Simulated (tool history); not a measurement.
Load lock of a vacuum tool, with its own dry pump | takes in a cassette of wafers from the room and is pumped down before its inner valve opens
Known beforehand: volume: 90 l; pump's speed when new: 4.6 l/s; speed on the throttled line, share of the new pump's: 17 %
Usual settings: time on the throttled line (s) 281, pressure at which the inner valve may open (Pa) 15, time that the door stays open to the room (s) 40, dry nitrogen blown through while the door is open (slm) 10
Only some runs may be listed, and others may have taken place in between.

run    hour  time on the throttled line (s)  pressure at which the inner valve may open (Pa)  time that the door stays open to the room (s)  dry nitrogen blown through while the door is open (slm)  incoming humidity of the room's air, %  time from the closed door until the inner valve may open (s)  rise of the pressure with all valves shut (Pa/min)
  1     0.0                             281                                               15                                             40                                                       10                                    43.3                                                         436.8                                               0.202
  2   252.6                             281                                               15                                             40                                                       10                                    42.9                                                         437.8                                               0.212
  3   710.8                             281                                               15                                             40                                                       10                                    44.8                                                         437.0                                               0.223
  4  1247.6                             281                                               15                                             40                                                       10                                    45.6                                                         445.9                                               0.228
  5  1491.6                             281                                               15                                             40                                                       10                                    42.5                                                         443.7                                               0.234
  6  1802.5                             145                                               15                                            149                                                       10                                    45.4                                                         340.6                                               0.270
  7  2292.4                             145                                               15                                            149                                                       10                                    47.0                                                         342.1                                               0.282
  8  2852.5                             537                                               15                                            145                                                       10                                    42.4                                                         640.8                                               0.284
  9  3296.0                             341                                               15                                            110                                                       31                                    48.4                                                         490.8                                               0.280
 10  3714.2                             157                                               23                                             35                                                        8                                    46.6                                                         350.0                                               0.274

Selected run-to-run steps in time from the closed door until the inner valve may open (s), each split into two signed amounts: the part the tool would show with no hidden state at all (from settings, incoming material and random variation), and the remainder, which goes to the hidden state together with any gauge scatter not common to the measured and the hidden-state-free results:
Hidden state present: pump's speed, % of a new pump's; leak at the door's seal, Pa l/s; drift of the gauge itself on ready_s, %; drift of the gauge itself on rise_pa_min, %.
Run 7 -> 8: time on the throttled line (s) 145 -> 537, time that the door stays open to the room (s) 149 -> 145. time from the closed door until the inner valve may open (s) +298.7: hidden state -19.7, all else +318.4.

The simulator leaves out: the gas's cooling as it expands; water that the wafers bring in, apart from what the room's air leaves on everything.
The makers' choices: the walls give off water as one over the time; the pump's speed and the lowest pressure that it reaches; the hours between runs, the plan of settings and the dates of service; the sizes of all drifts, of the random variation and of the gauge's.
